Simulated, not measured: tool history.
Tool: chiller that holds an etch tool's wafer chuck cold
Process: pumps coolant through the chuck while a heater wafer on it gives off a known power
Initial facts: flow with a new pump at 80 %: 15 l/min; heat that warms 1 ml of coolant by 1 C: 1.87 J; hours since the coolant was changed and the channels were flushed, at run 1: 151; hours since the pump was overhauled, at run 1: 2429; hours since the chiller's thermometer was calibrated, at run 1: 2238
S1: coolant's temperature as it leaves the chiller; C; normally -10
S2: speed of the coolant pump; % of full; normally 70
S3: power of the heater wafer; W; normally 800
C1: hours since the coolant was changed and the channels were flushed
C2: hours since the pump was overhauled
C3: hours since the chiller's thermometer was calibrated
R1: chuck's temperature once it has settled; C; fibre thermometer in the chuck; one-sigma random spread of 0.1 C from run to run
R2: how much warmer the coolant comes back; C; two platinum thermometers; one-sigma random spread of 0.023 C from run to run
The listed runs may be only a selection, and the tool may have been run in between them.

Run 1, day 0.000: usual settings; C1 151; C2 2429; C3 2238. Result: R1 0.6 C, R2 2.06 C.
Run 2, day 4.633: usual settings but S1 -14 C; C1 262; C2 2540; C3 2350. Result: R1 -3.4 C, R2 2.08 C.
Run 3, day 7.971: usual settings but S1 -14 C; C1 342; C2 2620; C3 2430. Result: R1 -3.2 C, R2 2.12 C.
Run 4, day 11.329: usual settings but S1 -14 C; C1 423; C2 2700; C3 2510. Result: R1 -3.4 C, R2 2.09 C.
At day 13.012: chiller's thermometer calibrated.
Run 5, day 15.546: usual settings; C1 523; C2 2801; C3 61. Result: R1 0.3 C, R2 2.07 C.
Run 6, day 19.438: usual settings but S1 -2 C; C1 616; C2 2894; C3 154. Result: R1 8.3 C, R2 2.05 C.
Run 7, day 22.229: usual settings but S1 -2 C; C1 683; C2 2961; C3 221. Result: R1 8.4 C, R2 2.11 C.
Run 8, day 26.117: usual settings but S1 -2 C; C1 777; C2 3054; C3 314. Result: R1 8.5 C, R2 2.07 C.
Run 9, day 29.983: usual settings; C1 870; C2 3147; C3 407. Result: R1 0.6 C, R2 2.09 C.
Run 10, day 33.192: usual settings but S3 484 W; C1 947; C2 3224; C3 484. Result: R1 -3.7 C, R2 1.25 C.
Run 11, day 35.804: usual settings but S3 484 W; C1 1009; C2 3287; C3 547. Result: R1 -3.7 C, R2 1.24 C.
Run 12, day 39.683: usual settings; C1 1102; C2 3380; C3 640. Result: R1 0.7 C, R2 2.11 C.
Run 13, day 44.404: usual settings but S2 64 % of full; C1 1216; C2 3493; C3 753. Result: R1 1.4 C, R2 2.29 C.
Run 14, day 46.492: usual settings but S2 64 % of full; C1 1266; C2 3543; C3 804. Result: R1 1.2 C, R2 2.35 C.
Run 15, day 51.071: usual settings but S2 64 % of full; C1 1376; C2 3653; C3 913. Result: R1 1.5 C, R2 2.32 C.
Run 16, day 54.179: usual settings; C1 1450; C2 3728; C3 988. Result: R1 0.9 C, R2 2.10 C.
Run 17, day 57.408: usual settings but S3 917 W; C1 1528; C2 3805; C3 1065. Result: R1 2.6 C, R2 2.46 C.
Run 18, day 60.208: usual settings but S1 -15 C, S2 74 % of full, S3 978 W; C1 1595; C2 3873; C3 1133. Result: R1 -2.3 C, R2 2.39 C.
Run 19, day 63.312: usual settings but S1 0 C; C1 1669; C2 3947; C3 1207. Result: R1 11.0 C, R2 2.11 C.
Run 20, day 65.708: usual settings but S1 0 C; C1 1727; C2 4005; C3 1265. Result: R1 10.9 C, R2 2.09 C.
Run 21, day 70.342: usual settings but S1 0 C, S3 518 W; C1 1838; C2 4116; C3 1376. Result: R1 7.2 C, R2 1.37 C.
Run 22, day 75.212: usual settings but S1 -15 C, S2 98 % of full, S3 900 W; C1 1955; C2 4233; C3 1493. Result: R1 -4.8 C, R2 1.64 C.
Run 23, day 79.158: usual settings but S1 -15 C, S2 98 % of full, S3 900 W; C1 2050; C2 4327; C3 1587. Result: R1 -4.8 C, R2 1.64 C.
At day 79.679: coolant pump overhauled.
Run 24, day 84.058: usual settings but S1 -15 C, S2 98 % of full, S3 900 W; C1 2162; C2 105; C3 1700. Result: R1 -4.6 C, R2 1.67 C.
Run 25, day 86.200: usual settings but S1 -15 C, S2 98 % of full, S3 900 W; C1 2214; C2 156; C3 1751. Result: R1 -4.7 C, R2 1.62 C.
Run 26, day 89.517: usual settings but S1 -12 C, S2 88 % of full, S3 712 W; C1 2293; C2 236; C3 1831. Result: R1 -3.2 C, R2 1.48 C.
Run 27, day 92.504: usual settings but S1 -12 C, S2 72 % of full, S3 675 W; C1 2365; C2 308; C3 1903. Result: R1 -2.6 C, R2 1.79 C.
Run 28, day 96.467: usual settings but S2 74 % of full; C1 2460; C2 403; C3 1998. Result: R1 0.9 C, R2 2.00 C.
Run 29, day 100.962: usual settings but S2 80 % of full, S3 845 W; C1 2568; C2 511; C3 2106. Result: R1 1.0 C, R2 1.96 C.
Run 30, day 105.854: usual settings but S1 -5 C, S2 85 % of full; C1 2685; C2 628; C3 2223. Result: R1 5.1 C, R2 1.74 C.
At day 108.225: coolant pump overhauled, once more.
Run 31, day 109.883: usual settings but S2 92 % of full; C1 2777; C2 40; C3 2315. Result: R1 -0.6 C, R2 1.48 C.
Run 32, day 113.612: usual settings but S1 -14 C, S2 71 % of full, S3 844 W; C1 2867; C2 129; C3 2404. Result: R1 -2.4 C, R2 2.09 C.

Predict each of these 3 candidate next runs independently; none follows another, all start after run 32:
Run A, day 116.300: usual settings but S1 -14 C, S2 63 % of full, S3 1030 W; C1 2931; C2 194; C3 2469. Result: R1 ?, R2 ?.
Run B, day 116.300: usual settings but S3 715 W; C1 2931; C2 194; C3 2469. Result: R1 ?, R2 ?.
Run C, day 116.300: usual settings but S1 -1 C, S2 96 % of full, S3 680 W; C1 2931; C2 194; C3 2469. Result: R1 ?, R2 ?.

run   R1    R2
  A  1.2  2.89
  B  0.1  1.82
  C  7.1  1.18
What these runs would have given with no unlogged condition in the tool:
run    R1    R2
  A  -0.2  2.88
  B  -0.9  1.81
  C   6.2  1.17
